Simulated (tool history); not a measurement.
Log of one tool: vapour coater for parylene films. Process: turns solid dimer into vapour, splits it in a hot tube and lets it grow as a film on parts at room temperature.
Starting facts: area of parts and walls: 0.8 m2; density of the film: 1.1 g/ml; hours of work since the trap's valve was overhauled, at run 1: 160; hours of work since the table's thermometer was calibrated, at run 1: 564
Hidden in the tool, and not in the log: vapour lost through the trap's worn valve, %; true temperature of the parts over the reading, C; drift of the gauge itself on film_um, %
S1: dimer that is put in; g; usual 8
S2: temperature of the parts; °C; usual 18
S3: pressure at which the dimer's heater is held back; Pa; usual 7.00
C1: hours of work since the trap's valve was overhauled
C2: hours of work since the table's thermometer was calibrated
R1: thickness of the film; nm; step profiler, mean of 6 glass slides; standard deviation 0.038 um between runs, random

run 1 hour=0.0 | S1=8 S2=18 S3=7.00 | C1=160 C2=564 | R1=3740
run 2 hour=24.3 | S1=8 S2=18 S3=7.00 | C1=180 C2=584 | R1=3750
run 3 hour=37.6 | S1=7 S2=18 S3=7.00 | C1=190 C2=594 | R1=3260
run 4 hour=58.6 | S1=7 S2=18 S3=7.00 | C1=207 C2=611 | R1=3150
run 5 hour=78.0 | S1=8 S2=18 S3=7.00 | C1=223 C2=627 | R1=3660
run 6 hour=94.4 | S1=8 S2=25 S3=7.00 | C1=236 C2=640 | R1=2750
-- hour=124.3 trap's valve overhauled
run 7 hour=124.3 | S1=8 S2=25 S3=7.00 | C1=0 C2=660 | R1=3090
-- hour=127.0 table's thermometer calibrated
run 8 hour=138.8 | S1=8 S2=18 S3=8.99 | C1=11 C2=9 | R1=4010
run 9 hour=157.2 | S1=3 S2=19 S3=2.82 | C1=25 C2=24 | R1=1550
-- hour=165.3 table's thermometer calibrated, once more
run 10 hour=176.5 | S1=3 S2=17 S3=4.04 | C1=40 C2=9 | R1=1640
run 11 hour=199.4 | S1=4 S2=17 S3=2.15 | C1=58 C2=27 | R1=2200
run 12 hour=219.0 | S1=11 S2=12 S3=7.10 | C1=74 C2=43 | R1=6870
run 13 hour=230.6 | S1=5 S2=18 S3=9.42 | C1=83 C2=52 | R1=2350
run 14 hour=242.7 | S1=6 S2=24 S3=7.00 | C1=93 C2=62 | R1=2220
run 15 hour=263.6 | S1=8 S2=18 S3=11.61 | C1=109 C2=78 | R1=3680
run 16 hour=288.4 | S1=8 S2=18 S3=11.61 | C1=129 C2=98 | R1=3720

Here are 4 independent what-if runs from the current tool condition. What would each one return?
run A hour=301.7 | S1=8 S2=10 S3=10.67 | C1=140 C2=109 | R1=?
run B hour=301.7 | S1=9 S2=18 S3=11.61 | C1=140 C2=109 | R1=?
run C hour=301.7 | S1=8 S2=19 S3=11.61 | C1=140 C2=109 | R1=?
run D hour=301.7 | S1=7 S2=18 S3=9.46 | C1=140 C2=109 | R1=?

run=A R1=5220
run=B R1=4110
run=C R1=3530
run=D R1=3210
Stripped of hidden state, with their random variation kept, the same runs would have yielded:
run=A R1=5550
run=B R1=4380
run=C R1=3750
run=D R1=3420
